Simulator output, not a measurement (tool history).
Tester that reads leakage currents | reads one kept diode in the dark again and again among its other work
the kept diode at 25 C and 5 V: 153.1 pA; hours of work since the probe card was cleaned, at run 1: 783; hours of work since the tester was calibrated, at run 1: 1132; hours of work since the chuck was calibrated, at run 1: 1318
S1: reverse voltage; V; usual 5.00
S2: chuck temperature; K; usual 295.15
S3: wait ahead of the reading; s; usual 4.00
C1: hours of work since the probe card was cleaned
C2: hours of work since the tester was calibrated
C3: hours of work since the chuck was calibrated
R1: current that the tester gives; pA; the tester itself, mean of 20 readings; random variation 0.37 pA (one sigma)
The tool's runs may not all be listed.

run 1 day=0.000 | S1=5.00 S2=295.15 S3=4.00 | C1=783 C2=1132 C3=1318 | R1=143.65
run 2 day=5.167 | S1=5.00 S2=295.15 S3=4.00 | C1=842 C2=1191 C3=1377 | R1=144.57
run 3 day=9.638 | S1=5.00 S2=295.15 S3=4.00 | C1=893 C2=1242 C3=1428 | R1=145.26
run 4 day=12.512 | S1=5.00 S2=295.15 S3=4.00 | C1=925 C2=1275 C3=1461 | R1=145.24
run 5 day=15.954 | S1=5.00 S2=295.15 S3=4.00 | C1=965 C2=1314 C3=1501 | R1=147.14
run 6 day=19.104 | S1=5.00 S2=295.15 S3=4.00 | C1=1001 C2=1350 C3=1536 | R1=147.35
run 7 day=23.662 | S1=5.00 S2=295.15 S3=4.00 | C1=1053 C2=1402 C3=1589 | R1=148.25
-- day=24.575 chuck's temperature calibrated
run 8 day=27.358 | S1=5.00 S2=295.15 S3=4.00 | C1=1094 C2=1444 C3=32 | R1=166.59
run 9 day=31.417 | S1=5.00 S2=295.15 S3=0.33 | C1=1140 C2=1490 C3=78 | R1=172.29
run 10 day=34.100 | S1=5.00 S2=295.15 S3=0.33 | C1=1171 C2=1521 C3=109 | R1=172.28
run 11 day=39.412 | S1=5.00 S2=295.15 S3=0.33 | C1=1232 C2=1581 C3=169 | R1=173.17
run 12 day=43.738 | S1=1.98 S2=295.15 S3=0.33 | C1=1281 C2=1631 C3=219 | R1=100.56
-- day=46.350 chuck's temperature calibrated, once more
run 13 day=46.700 | S1=5.00 S2=295.15 S3=4.00 | C1=1314 C2=1663 C3=4 | R1=125.76
run 14 day=50.633 | S1=13.16 S2=295.15 S3=2.73 | C1=1359 C2=1708 C3=49 | R1=224.65
run 15 day=56.004 | S1=13.16 S2=295.15 S3=2.73 | C1=1420 C2=1770 C3=110 | R1=227.80
run 16 day=60.004 | S1=8.79 S2=308.15 S3=3.62 | C1=1466 C2=1815 C3=156 | R1=461.03
run 17 day=63.796 | S1=8.79 S2=308.15 S3=3.62 | C1=1509 C2=1859 C3=199 | R1=461.08
run 18 day=67.221 | S1=1.47 S2=320.15 S3=3.23 | C1=1548 C2=1898 C3=238 | R1=367.18
run 19 day=72.012 | S1=3.62 S2=303.15 S3=4.97 | C1=1603 C2=1953 C3=293 | R1=193.58
run 20 day=76.929 | S1=1.60 S2=300.15 S3=1.40 | C1=1659 C2=2009 C3=349 | R1=97.52
run 21 day=81.967 | S1=1.60 S2=300.15 S3=1.40 | C1=1717 C2=2066 C3=407 | R1=97.82
run 22 day=85.929 | S1=1.60 S2=300.15 S3=1.40 | C1=1762 C2=2111 C3=452 | R1=98.91
-- day=89.888 probe card cleaned and baked
run 23 day=89.888 | S1=1.60 S2=300.15 S3=1.40 | C1=0 C2=2155 C3=496 | R1=97.52
run 24 day=92.662 | S1=1.60 S2=295.15 S3=2.82 | C1=32 C2=2187 C3=527 | R1=67.24
run 25 day=95.783 | S1=5.00 S2=307.15 S3=0.38 | C1=67 C2=2223 C3=563 | R1=322.01

5 ways to go on from here, each from the tool as it stands after run 25. What would each give?
run A day=102.079 | S1=1.34 S2=304.15 S3=2.53 | C1=139 C2=2294 C3=635 | R1=?
run B day=102.079 | S1=5.48 S2=295.15 S3=1.14 | C1=139 C2=2294 C3=635 | R1=?
run C day=102.079 | S1=10.91 S2=298.15 S3=4.00 | C1=139 C2=2294 C3=635 | R1=?
run D day=102.079 | S1=14.77 S2=328.15 S3=0.38 | C1=139 C2=2294 C3=635 | R1=?
run E day=102.079 | S1=3.31 S2=295.15 S3=4.49 | C1=139 C2=2294 C3=635 | R1=?

run=A R1=119.82
run=B R1=140.06
run=C R1=261.37
run=D R1=2442.89
run=E R1=104.44
Without the tool's hidden state the same runs would have given:
run=A R1=111.57
run=B R1=129.62
run=C R1=242.11
run=D R1=2299.64
run=E R1=96.66

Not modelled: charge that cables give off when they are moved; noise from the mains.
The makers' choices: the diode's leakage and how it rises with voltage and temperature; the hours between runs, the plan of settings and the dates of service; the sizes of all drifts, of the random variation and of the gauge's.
